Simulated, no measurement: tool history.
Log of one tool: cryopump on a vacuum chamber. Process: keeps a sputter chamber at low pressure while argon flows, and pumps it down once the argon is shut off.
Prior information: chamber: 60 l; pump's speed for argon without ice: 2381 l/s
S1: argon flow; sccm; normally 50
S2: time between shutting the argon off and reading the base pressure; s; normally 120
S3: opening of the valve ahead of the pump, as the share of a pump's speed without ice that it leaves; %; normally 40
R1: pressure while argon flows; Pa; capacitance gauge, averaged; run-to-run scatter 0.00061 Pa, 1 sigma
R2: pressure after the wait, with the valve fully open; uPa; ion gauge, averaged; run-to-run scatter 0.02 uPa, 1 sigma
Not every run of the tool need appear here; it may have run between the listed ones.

run 1 hour=0.0 | S1=50 S2=120 S3=40 | R1=0.0935 R2=1.18
run 2 hour=30.7 | S1=31 S2=120 S3=40 | R1=0.0601 R2=1.24
run 3 hour=60.0 | S1=31 S2=120 S3=40 | R1=0.0600 R2=1.18
run 4 hour=83.7 | S1=31 S2=120 S3=40 | R1=0.0600 R2=1.24
run 5 hour=120.4 | S1=31 S2=120 S3=40 | R1=0.0607 R2=1.27
run 6 hour=166.9 | S1=50 S2=120 S3=40 | R1=0.0992 R2=0.31
run 7 hour=220.4 | S1=50 S2=120 S3=40 | R1=0.0885 R2=0.29
run 8 hour=257.5 | S1=50 S2=120 S3=40 | R1=0.0896 R2=0.31
run 9 hour=289.7 | S1=50 S2=120 S3=40 | R1=0.0902 R2=0.32
run 10 hour=331.4 | S1=50 S2=120 S3=40 | R1=0.0913 R2=0.32
run 11 hour=364.8 | S1=50 S2=190 S3=40 | R1=0.0931 R2=0.27
run 12 hour=388.2 | S1=50 S2=120 S3=17 | R1=0.2144 R2=0.36
run 13 hour=444.5 | S1=30 S2=120 S3=40 | R1=0.0573 R2=0.34
run 14 hour=478.0 | S1=50 S2=120 S3=18 | R1=0.2029 R2=0.39
run 15 hour=536.2 | S1=50 S2=120 S3=40 | R1=0.0977 R2=0.39
run 16 hour=561.6 | S1=50 S2=120 S3=40 | R1=0.0972 R2=0.40
run 17 hour=587.3 | S1=50 S2=87 S3=40 | R1=0.0991 R2=0.48
run 18 hour=638.5 | S1=50 S2=87 S3=40 | R1=0.0999 R2=0.47
run 19 hour=698.5 | S1=50 S2=132 S3=35 | R1=0.1027 R2=0.37
run 20 hour=753.8 | S1=22 S2=60 S3=40 | R1=0.0396 R2=0.59
run 21 hour=800.2 | S1=54 S2=276 S3=21 | R1=0.1867 R2=0.33
run 22 hour=828.7 | S1=59 S2=248 S3=35 | R1=0.1259 R2=0.35
run 23 hour=882.5 | S1=59 S2=29 S3=35 | R1=0.1259 R2=0.90
run 24 hour=923.7 | S1=88 S2=227 S3=40 | R1=0.1685 R2=0.41
run 25 hour=961.4 | S1=50 S2=31 S3=16 | R1=0.2297 R2=0.88
run 26 hour=988.1 | S1=40 S2=31 S3=42 | R1=0.0745 R2=0.91
run 27 hour=1022.2 | S1=40 S2=31 S3=42 | R1=0.0753 R2=0.92
run 28 hour=1049.9 | S1=50 S2=268 S3=27 | R1=0.1430 R2=0.48
run 29 hour=1091.6 | S1=22 S2=86 S3=19 | R1=0.0878 R2=0.64
run 30 hour=1133.4 | S1=22 S2=86 S3=19 | R1=0.0832 R2=0.54
run 31 hour=1184.8 | S1=68 S2=86 S3=19 | R1=0.2563 R2=0.56
run 32 hour=1211.4 | S1=50 S2=91 S3=44 | R1=0.0826 R2=0.59
run 33 hour=1251.1 | S1=50 S2=91 S3=44 | R1=0.0843 R2=0.62

Between the runs listed above, the log contained 4 entries, not reproduced here. Where in the sequence does each belong, and how does what the log doesn't record of the tool's condition differ from the listed run before to the listed run after?
Run 5 -> run 6: leaking fittings of the chamber tightened, without venting (hour 150.0)
  pump's speed, % of a pump's without ice: 81.2 -> 78.8; cold plate's temperature, K: 12.26 -> 12.27; leak into the chamber, uPa l/s: 2222 -> 316
  measured minus no-state result, R1: +0.0053 -> +0.0098 Pa; R2: +1.00 -> +0.05 uPa
Run 6 -> run 7: pump warmed up, emptied and cooled again (hour 214.8)
  pump's speed, % of a pump's without ice: 78.8 -> 99.6; cold plate's temperature, K: 12.27 -> 12.28; leak into the chamber, uPa l/s: 316 -> 340
  measured minus no-state result, R1: +0.0098 -> +0.0003 Pa; R2: +0.05 -> +0.02 uPa
Run 18 -> run 19: pump warmed up, emptied and cooled again (hour 657.6)
  pump's speed, % of a pump's without ice: 76.4 -> 97.4; cold plate's temperature, K: 12.36 -> 12.37; leak into the chamber, uPa l/s: 545 -> 574
  measured minus no-state result, R1: +0.0112 -> +0.0012 Pa; R2: +0.17 -> +0.13 uPa
Run 29 -> run 30: pump warmed up, emptied and cooled again (hour 1100.9)
  pump's speed, % of a pump's without ice: 75.7 -> 98.2; leak into the chamber, uPa l/s: 766 -> 785
  measured minus no-state result, R1: +0.0051 -> +0.0005 Pa; R2: +0.31 -> +0.22 uPa

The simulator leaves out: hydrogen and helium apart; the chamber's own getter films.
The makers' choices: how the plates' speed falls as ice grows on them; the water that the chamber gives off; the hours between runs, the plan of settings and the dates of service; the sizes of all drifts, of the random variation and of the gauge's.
